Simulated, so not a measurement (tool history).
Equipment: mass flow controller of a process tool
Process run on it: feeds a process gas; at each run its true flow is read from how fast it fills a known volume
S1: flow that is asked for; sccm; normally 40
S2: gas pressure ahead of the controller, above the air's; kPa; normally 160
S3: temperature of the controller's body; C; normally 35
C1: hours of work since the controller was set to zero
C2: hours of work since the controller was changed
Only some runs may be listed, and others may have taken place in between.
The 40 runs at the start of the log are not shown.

Run 41, day 609.725: usual settings but S3 39 C; C1 2863; C2 2863. Result: true flow (%) 100.95.
Run 42, day 625.188: usual settings but S3 39 C; C1 3042; C2 3042. Result: true flow (%) 100.90.
Run 43, day 646.421: usual settings but S2 197 kPa, S3 25 C; C1 3288; C2 3288. Result: true flow (%) 99.29.
Run 44, day 665.908: usual settings but S2 197 kPa, S3 25 C; C1 3513; C2 3513. Result: true flow (%) 99.16.
Run 45, day 682.842: usual settings but S2 197 kPa, S3 25 C; C1 3710; C2 3710. Result: true flow (%) 99.03.
Run 46, day 698.008: usual settings but S1 22 sccm, S2 244 kPa, S3 24 C; C1 3885; C2 3885. Result: true flow (%) 97.99.
Run 47, day 707.542: usual settings but S1 22 sccm, S2 244 kPa, S3 24 C; C1 3996; C2 3996. Result: true flow (%) 97.94.
Run 48, day 716.500: usual settings but S1 13 sccm, S2 157 kPa, S3 30 C; C1 4099; C2 4099. Result: true flow (%) 98.90.
Run 49, day 725.421: usual settings but S1 13 sccm, S2 157 kPa, S3 30 C; C1 4203; C2 4203. Result: true flow (%) 98.98.

Alternative continuations, all from the tool just after run 49; predict every row:
Run A, day 740.046: usual settings but S1 32 sccm, S2 145 kPa, S3 30 C; C1 4372; C2 4372. Result: true flow (%) ?.
Run B, day 740.046: usual settings but S1 28 sccm, S2 144 kPa, S3 26 C; C1 4372; C2 4372. Result: true flow (%) ?.
Run C, day 740.046: usual settings but S1 13 sccm, S2 188 kPa, S3 30 C; C1 4372; C2 4372. Result: true flow (%) ?.

run  true flow (%)
  A          99.67
  B          99.03
  C          98.60
What these runs would have given with no unlogged condition in the tool:
run  true flow (%)
  A         100.40
  B          99.76
  C          99.32
